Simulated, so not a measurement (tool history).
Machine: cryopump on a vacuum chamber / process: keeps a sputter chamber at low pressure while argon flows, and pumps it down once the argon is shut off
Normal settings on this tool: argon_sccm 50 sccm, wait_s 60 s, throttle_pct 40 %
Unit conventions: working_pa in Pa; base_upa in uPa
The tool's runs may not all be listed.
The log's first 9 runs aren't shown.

{"run": 10, "day": 25.212, "argon_sccm": 50, "wait_s": 60, "throttle_pct": 40, "working_pa": 0.1241, "base_upa": 1.37}
{"run": 11, "day": 29.421, "argon_sccm": 50, "wait_s": 60, "throttle_pct": 26, "working_pa": 0.1867, "base_upa": 1.37}
{"run": 12, "day": 32.596, "argon_sccm": 50, "wait_s": 60, "throttle_pct": 26, "working_pa": 0.1866, "base_upa": 1.43}
{"run": 13, "day": 34.754, "argon_sccm": 50, "wait_s": 60, "throttle_pct": 55, "working_pa": 0.0955, "base_upa": 1.5}
{"run": 14, "day": 37.312, "argon_sccm": 50, "wait_s": 60, "throttle_pct": 40, "working_pa": 0.1277, "base_upa": 1.5}
{"run": 15, "day": 39.592, "argon_sccm": 50, "wait_s": 60, "throttle_pct": 52, "working_pa": 0.1007, "base_upa": 1.54}
{"run": 16, "day": 41.75, "argon_sccm": 50, "wait_s": 60, "throttle_pct": 52, "working_pa": 0.1007, "base_upa": 1.51}
{"run": 17, "day": 44.929, "argon_sccm": 50, "wait_s": 60, "throttle_pct": 52, "working_pa": 0.1017, "base_upa": 1.58}
{"run": 18, "day": 47.304, "argon_sccm": 50, "wait_s": 60, "throttle_pct": 52, "working_pa": 0.1033, "base_upa": 1.61}
{"run": 19, "day": 50.354, "argon_sccm": 20, "wait_s": 60, "throttle_pct": 30, "working_pa": 0.0681, "base_upa": 1.58}
{"day": 52.6, "done": "pump warmed up, emptied and cooled again"}
{"run": 20, "day": 53.8, "argon_sccm": 65, "wait_s": 27, "throttle_pct": 47, "working_pa": 0.1291, "base_upa": 2.08}
{"run": 21, "day": 57.592, "argon_sccm": 65, "wait_s": 27, "throttle_pct": 47, "working_pa": 0.1308, "base_upa": 2.09}
{"run": 22, "day": 61.825, "argon_sccm": 50, "wait_s": 60, "throttle_pct": 22, "working_pa": 0.2144, "base_upa": 1.51}
{"run": 23, "day": 65.654, "argon_sccm": 45, "wait_s": 60, "throttle_pct": 15, "working_pa": 0.2799, "base_upa": 1.53}
{"run": 24, "day": 68.454, "argon_sccm": 77, "wait_s": 60, "throttle_pct": 18, "working_pa": 0.4009, "base_upa": 1.52}
{"run": 25, "day": 72.158, "argon_sccm": 77, "wait_s": 60, "throttle_pct": 18, "working_pa": 0.4023, "base_upa": 1.51}
{"run": 26, "day": 75.988, "argon_sccm": 34, "wait_s": 22, "throttle_pct": 35, "working_pa": 0.0933, "base_upa": 2.61}
{"run": 27, "day": 79.208, "argon_sccm": 75, "wait_s": 25, "throttle_pct": 37, "working_pa": 0.1984, "base_upa": 2.43}
{"run": 28, "day": 81.588, "argon_sccm": 54, "wait_s": 60, "throttle_pct": 25, "working_pa": 0.2063, "base_upa": 1.7}
{"run": 29, "day": 83.921, "argon_sccm": 54, "wait_s": 60, "throttle_pct": 25, "working_pa": 0.2079, "base_upa": 1.64}
{"run": 30, "day": 87.917, "argon_sccm": 26, "wait_s": 121, "throttle_pct": 44, "working_pa": 0.0583, "base_upa": 1.43}
{"run": 31, "day": 92.071, "argon_sccm": 26, "wait_s": 121, "throttle_pct": 44, "working_pa": 0.0593, "base_upa": 1.44}
{"run": 32, "day": 94.346, "argon_sccm": 76, "wait_s": 60, "throttle_pct": 27, "working_pa": 0.2727, "base_upa": 1.72}
{"run": 33, "day": 98.429, "argon_sccm": 50, "wait_s": 51, "throttle_pct": 19, "working_pa": 0.2531, "base_upa": 1.9}
{"run": 34, "day": 102.392, "argon_sccm": 31, "wait_s": 55, "throttle_pct": 35, "working_pa": 0.089, "base_upa": 1.9}

Alternative continuations, all from the tool just after run 34; predict every row:
{"run": "A", "day": 106.017, "argon_sccm": 31, "wait_s": 26, "throttle_pct": 35, "working_pa": "?", "base_upa": "?"}
{"run": "B", "day": 106.017, "argon_sccm": 79, "wait_s": 38, "throttle_pct": 22, "working_pa": "?", "base_upa": "?"}
{"run": "C", "day": 106.017, "argon_sccm": 32, "wait_s": 228, "throttle_pct": 48, "working_pa": "?", "base_upa": "?"}
{"run": "D", "day": 106.017, "argon_sccm": 20, "wait_s": 55, "throttle_pct": 35, "working_pa": "?", "base_upa": "?"}

run=A working_pa=0.09 base_upa=2.63
run=B working_pa=0.3512 base_upa=2.2
run=C working_pa=0.0705 base_upa=1.42
run=D working_pa=0.0573 base_upa=1.89
With the hidden condition removed and each run's random variation left untouched, the same runs would have given:
run=A working_pa=0.0815 base_upa=1.48
run=B working_pa=0.3296 base_upa=1.06
run=C working_pa=0.0618 base_upa=0.29
run=D working_pa=0.0519 base_upa=0.76

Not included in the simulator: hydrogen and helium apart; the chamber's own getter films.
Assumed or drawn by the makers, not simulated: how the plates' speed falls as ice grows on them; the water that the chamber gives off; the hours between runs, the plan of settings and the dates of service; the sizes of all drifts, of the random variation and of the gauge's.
